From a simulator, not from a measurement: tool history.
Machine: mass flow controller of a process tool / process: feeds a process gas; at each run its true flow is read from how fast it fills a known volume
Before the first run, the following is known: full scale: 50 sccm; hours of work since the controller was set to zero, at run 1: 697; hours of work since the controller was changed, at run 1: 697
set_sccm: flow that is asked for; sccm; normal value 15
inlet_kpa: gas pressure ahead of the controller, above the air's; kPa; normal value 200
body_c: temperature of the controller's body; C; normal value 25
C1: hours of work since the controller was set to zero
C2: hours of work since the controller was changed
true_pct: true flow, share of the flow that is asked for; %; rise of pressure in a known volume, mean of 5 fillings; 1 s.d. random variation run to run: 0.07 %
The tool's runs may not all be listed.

{"run": 1, "hour": 0.0, "set_sccm": 15, "inlet_kpa": 200, "body_c": 25, "C1": 697, "C2": 697, "true_pct": 98.68}
{"run": 2, "hour": 42.1, "set_sccm": 26, "inlet_kpa": 200, "body_c": 25, "C1": 714, "C2": 714, "true_pct": 98.95}
{"run": 3, "hour": 85.0, "set_sccm": 15, "inlet_kpa": 218, "body_c": 25, "C1": 731, "C2": 731, "true_pct": 98.5}
{"run": 4, "hour": 157.0, "set_sccm": 15, "inlet_kpa": 218, "body_c": 25, "C1": 760, "C2": 760, "true_pct": 98.58}
{"run": 5, "hour": 247.0, "set_sccm": 15, "inlet_kpa": 218, "body_c": 25, "C1": 795, "C2": 795, "true_pct": 98.56}
{"run": 6, "hour": 332.2, "set_sccm": 15, "inlet_kpa": 218, "body_c": 25, "C1": 829, "C2": 829, "true_pct": 98.47}
{"run": 7, "hour": 432.9, "set_sccm": 15, "inlet_kpa": 200, "body_c": 25, "C1": 870, "C2": 870, "true_pct": 98.49}
{"run": 8, "hour": 473.3, "set_sccm": 15, "inlet_kpa": 200, "body_c": 25, "C1": 886, "C2": 886, "true_pct": 98.59}
{"run": 9, "hour": 542.9, "set_sccm": 15, "inlet_kpa": 200, "body_c": 25, "C1": 914, "C2": 914, "true_pct": 98.59}
{"run": 10, "hour": 621.1, "set_sccm": 15, "inlet_kpa": 200, "body_c": 25, "C1": 945, "C2": 945, "true_pct": 98.54}
{"run": 11, "hour": 682.5, "set_sccm": 15, "inlet_kpa": 200, "body_c": 25, "C1": 969, "C2": 969, "true_pct": 98.61}
{"run": 12, "hour": 778.9, "set_sccm": 15, "inlet_kpa": 200, "body_c": 25, "C1": 1008, "C2": 1008, "true_pct": 98.5}
{"run": 13, "hour": 861.5, "set_sccm": 15, "inlet_kpa": 200, "body_c": 25, "C1": 1041, "C2": 1041, "true_pct": 98.46}
{"run": 14, "hour": 922.4, "set_sccm": 15, "inlet_kpa": 267, "body_c": 25, "C1": 1065, "C2": 1065, "true_pct": 98.07}
{"run": 15, "hour": 974.1, "set_sccm": 15, "inlet_kpa": 245, "body_c": 25, "C1": 1086, "C2": 1086, "true_pct": 98.14}
{"run": 16, "hour": 1030.5, "set_sccm": 16, "inlet_kpa": 200, "body_c": 35, "C1": 1108, "C2": 1108, "true_pct": 99.31}
{"run": 17, "hour": 1072.6, "set_sccm": 16, "inlet_kpa": 159, "body_c": 37, "C1": 1125, "C2": 1125, "true_pct": 99.63}
{"run": 18, "hour": 1136.6, "set_sccm": 8, "inlet_kpa": 180, "body_c": 24, "C1": 1151, "C2": 1151, "true_pct": 97.94}
{"run": 19, "hour": 1192.6, "set_sccm": 8, "inlet_kpa": 180, "body_c": 24, "C1": 1173, "C2": 1173, "true_pct": 98.04}
{"run": 20, "hour": 1251.9, "set_sccm": 20, "inlet_kpa": 225, "body_c": 25, "C1": 1197, "C2": 1197, "true_pct": 98.51}
{"hour": 1256.9, "done": "controller's zero set anew"}
{"run": 21, "hour": 1348.4, "set_sccm": 20, "inlet_kpa": 225, "body_c": 25, "C1": 37, "C2": 1235, "true_pct": 98.47}

The next listed run, before its measurement:
{"run": 22, "hour": 1436.2, "set_sccm": 15, "inlet_kpa": 200, "body_c": 35, "C1": 72, "C2": 1270, "true_pct": "?"}

{"run 22": {"true_pct": 98.99}}
Take away the tool's hidden state, keep the run-to-run variation as it was, and the same run would have given true_pct 99.88 %.

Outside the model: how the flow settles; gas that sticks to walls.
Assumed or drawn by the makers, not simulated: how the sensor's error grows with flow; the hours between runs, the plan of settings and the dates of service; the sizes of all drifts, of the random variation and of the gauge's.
